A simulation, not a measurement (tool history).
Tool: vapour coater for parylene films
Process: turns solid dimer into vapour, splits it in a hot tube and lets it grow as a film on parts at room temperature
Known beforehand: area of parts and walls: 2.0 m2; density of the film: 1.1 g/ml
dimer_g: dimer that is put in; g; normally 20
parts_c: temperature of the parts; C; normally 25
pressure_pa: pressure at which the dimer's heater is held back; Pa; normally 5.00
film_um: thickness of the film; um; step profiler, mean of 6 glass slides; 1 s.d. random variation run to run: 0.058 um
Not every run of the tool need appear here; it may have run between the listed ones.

| run | hour | dimer_g | parts_c | pressure_pa | film_um |
|---|---|---|---|---|---|
| 1 | 0.0 | 20 | 25 | 5.00 | 6.18 |
| 2 | 20.6 | 20 | 25 | 5.00 | 6.13 |
| 3 | 42.9 | 18 | 25 | 5.00 | 5.52 |
| 4 | 84.6 | 20 | 25 | 5.28 | 5.94 |
| 5 | 109.7 | 20 | 25 | 5.28 | 6.08 |
| 6 | 155.2 | 20 | 25 | 3.53 | 6.64 |
| 7 | 187.2 | 20 | 25 | 3.53 | 6.64 |
| 8 | 206.7 | 20 | 25 | 3.53 | 6.65 |
| 9 | 249.5 | 20 | 25 | 3.53 | 6.57 |
| 10 | 290.4 | 20 | 25 | 3.53 | 6.59 |
| 11 | 313.8 | 20 | 25 | 5.00 | 5.96 |
| 12 | 353.9 | 20 | 25 | 5.00 | 6.01 |
| 13 | 390.7 | 20 | 25 | 5.00 | 5.94 |
| 14 | 425.4 | 20 | 25 | 5.00 | 5.88 |
|  | 440.0 | trap's valve overhauled |
| 15 | 450.8 | 20 | 25 | 5.00 | 6.64 |
| 16 | 469.4 | 20 | 25 | 8.78 | 5.85 |
| 17 | 514.3 | 11 | 23 | 3.66 | 4.16 |
| 18 | 554.8 | 11 | 23 | 3.66 | 4.15 |
| 19 | 594.6 | 9 | 25 | 5.00 | 2.90 |
| 20 | 628.1 | 9 | 30 | 5.00 | 2.49 |
| 21 | 655.6 | 28 | 20 | 5.15 | 10.69 |
| 22 | 685.1 | 13 | 23 | 2.24 | 5.53 |
| 23 | 710.2 | 13 | 23 | 2.24 | 5.43 |
| 24 | 740.9 | 20 | 25 | 9.93 | 5.52 |
| 25 | 762.9 | 20 | 25 | 9.93 | 5.51 |
| 26 | 805.5 | 20 | 25 | 9.93 | 5.50 |
| 27 | 849.2 | 19 | 25 | 9.93 | 5.06 |
| 28 | 884.2 | 13 | 30 | 9.93 | 2.98 |
| 29 | 923.0 | 20 | 32 | 5.00 | 5.21 |
| 30 | 961.1 | 20 | 32 | 5.00 | 5.09 |
| 31 | 1005.1 | 9 | 20 | 3.96 | 3.59 |

Pick out some run-to-run changes in film_um. Of each, how much would a tool without hidden state show as well, from the settings, what came in and chance, and how much is left for the hidden state and any gauge scatter not in both results compared?
Hidden conditions of the tool in this case: vapour lost through the trap's worn valve, %; true temperature of the parts over the reading, C; drift of the gauge itself on film_um, %.
Run 14 -> 15: trap's valve overhauled. film_um +0.76 um: hidden state +0.74, all else +0.02.
Run 20 -> 21: dimer_g 9 -> 28, parts_c 30 -> 20, pressure_pa 5.00 -> 5.15. film_um +8.20 um: hidden state -0.30, all else +8.50.
Run 21 -> 22: dimer_g 28 -> 13, parts_c 20 -> 23, pressure_pa 5.15 -> 2.24. film_um -5.16 um: hidden state +0.17, all else -5.33.
Run 28 -> 29: dimer_g 13 -> 20, parts_c 30 -> 32, pressure_pa 9.93 -> 5.00. film_um +2.23 um: hidden state -0.14, all else +2.37.
